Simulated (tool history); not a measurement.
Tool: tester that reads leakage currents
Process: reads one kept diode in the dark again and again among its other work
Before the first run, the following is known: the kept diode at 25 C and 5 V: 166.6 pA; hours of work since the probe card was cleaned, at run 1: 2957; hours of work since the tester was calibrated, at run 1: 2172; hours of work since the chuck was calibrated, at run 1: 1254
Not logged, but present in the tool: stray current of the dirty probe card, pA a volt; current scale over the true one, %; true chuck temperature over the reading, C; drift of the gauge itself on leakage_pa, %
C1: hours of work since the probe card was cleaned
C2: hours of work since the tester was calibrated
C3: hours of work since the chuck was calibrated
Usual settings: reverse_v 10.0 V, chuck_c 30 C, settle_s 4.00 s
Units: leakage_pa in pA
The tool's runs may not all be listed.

Run 1, hour 0.0: usual settings; C1 2957; C2 2172; C3 1254. Result: leakage_pa 363.78 pA.
Run 2, hour 43.7: usual settings; C1 2982; C2 2197; C3 1279. Result: leakage_pa 365.74 pA.
Run 3, hour 98.4: usual settings; C1 3013; C2 2228; C3 1309. Result: leakage_pa 365.29 pA.
Run 4, hour 138.4: usual settings; C1 3035; C2 2250; C3 1332. Result: leakage_pa 365.66 pA.
Run 5, hour 198.9: usual settings; C1 3069; C2 2285; C3 1366. Result: leakage_pa 364.86 pA.
Run 6, hour 288.0: usual settings; C1 3119; C2 2335; C3 1416. Result: leakage_pa 364.67 pA.
Run 7, hour 376.8: usual settings; C1 3170; C2 2385; C3 1467. Result: leakage_pa 363.96 pA.
Run 8, hour 459.8: usual settings; C1 3216; C2 2432; C3 1513. Result: leakage_pa 365.42 pA.
Run 9, hour 537.8: usual settings; C1 3260; C2 2476; C3 1557. Result: leakage_pa 364.66 pA.
Run 10, hour 577.7: usual settings; C1 3283; C2 2498; C3 1580. Result: leakage_pa 365.05 pA.
Run 11, hour 625.7: usual settings; C1 3310; C2 2525; C3 1607. Result: leakage_pa 365.06 pA.
Run 12, hour 700.1: usual settings; C1 3352; C2 2567; C3 1649. Result: leakage_pa 364.31 pA.
Run 13, hour 759.6: usual settings; C1 3386; C2 2601; C3 1683. Result: leakage_pa 365.97 pA.
Run 14, hour 804.3: usual settings; C1 3411; C2 2626; C3 1708. Result: leakage_pa 364.10 pA.
At hour 876.4: chuck's temperature calibrated.
Run 15, hour 892.3: usual settings; C1 3459; C2 2675; C3 9. Result: leakage_pa 364.04 pA.
Run 16, hour 940.0: usual settings; C1 3486; C2 2702; C3 36. Result: leakage_pa 364.82 pA.
Run 17, hour 1032.6: usual settings; C1 3539; C2 2754; C3 88. Result: leakage_pa 363.92 pA.
Run 18, hour 1088.0: usual settings; C1 3570; C2 2785; C3 119. Result: leakage_pa 364.98 pA.
At hour 1104.2: probe card cleaned and baked.
Run 19, hour 1165.1: usual settings; C1 34; C2 2827; C3 161. Result: leakage_pa 361.96 pA.
Run 20, hour 1219.2: usual settings but reverse_v 1.3 V, chuck_c 28 C, settle_s 2.24 s; C1 65; C2 2857; C3 192. Result: leakage_pa 93.94 pA.
Run 21, hour 1273.6: usual settings but reverse_v 1.3 V, chuck_c 28 C, settle_s 2.24 s; C1 96; C2 2888; C3 222. Result: leakage_pa 93.91 pA.
Run 22, hour 1321.5: usual settings but reverse_v 1.3 V, chuck_c 28 C, settle_s 2.24 s; C1 123; C2 2915; C3 249. Result: leakage_pa 93.96 pA.
Run 23, hour 1392.3: usual settings but reverse_v 1.3 V, chuck_c 41 C, settle_s 7.65 s; C1 163; C2 2955; C3 289. Result: leakage_pa 233.87 pA.
Run 24, hour 1456.4: usual settings but reverse_v 1.3 V, chuck_c 41 C, settle_s 7.65 s; C1 199; C2 2991; C3 326. Result: leakage_pa 234.76 pA.
Run 25, hour 1543.1: usual settings but reverse_v 1.9 V, chuck_c 48 C, settle_s 0.55 s; C1 248; C2 3040; C3 375. Result: leakage_pa 466.75 pA.
Run 26, hour 1624.1: usual settings but reverse_v 1.5 V; C1 293; C2 3086; C3 420. Result: leakage_pa 118.24 pA.
Run 27, hour 1683.1: usual settings but reverse_v 1.5 V; C1 327; C2 3119; C3 454. Result: leakage_pa 118.19 pA.
Run 28, hour 1779.0: usual settings but reverse_v 4.2 V, chuck_c 23 C, settle_s 1.94 s; C1 381; C2 3173; C3 508. Result: leakage_pa 129.53 pA.
Run 29, hour 1860.7: usual settings but reverse_v 3.5 V, chuck_c 23 C, settle_s 1.94 s; C1 427; C2 3219; C3 554. Result: leakage_pa 116.75 pA.
Run 30, hour 1928.1: usual settings but reverse_v 3.5 V, chuck_c 23 C, settle_s 1.94 s; C1 465; C2 3258; C3 592. Result: leakage_pa 116.22 pA.
Run 31, hour 1985.1: usual settings but reverse_v 3.5 V, chuck_c 43 C; C1 497; C2 3290; C3 624. Result: leakage_pa 483.56 pA.
Run 32, hour 2051.0: usual settings but reverse_v 3.5 V, chuck_c 43 C; C1 534; C2 3327; C3 661. Result: leakage_pa 483.83 pA.
Run 33, hour 2134.1: usual settings but reverse_v 3.5 V, chuck_c 43 C; C1 581; C2 3374; C3 708. Result: leakage_pa 482.22 pA.

Entry by entry between the runs, the difference in hidden state between the last listed run before and the first listed run after:
From run 14 to run 15: chuck's temperature calibrated (hour 876.4)
  true chuck temperature over the reading, C: 0.02 -> 0
From run 18 to run 19: probe card cleaned and baked (hour 1104.2)
  stray current of the dirty probe card, pA a volt: 0.025 -> 0.02
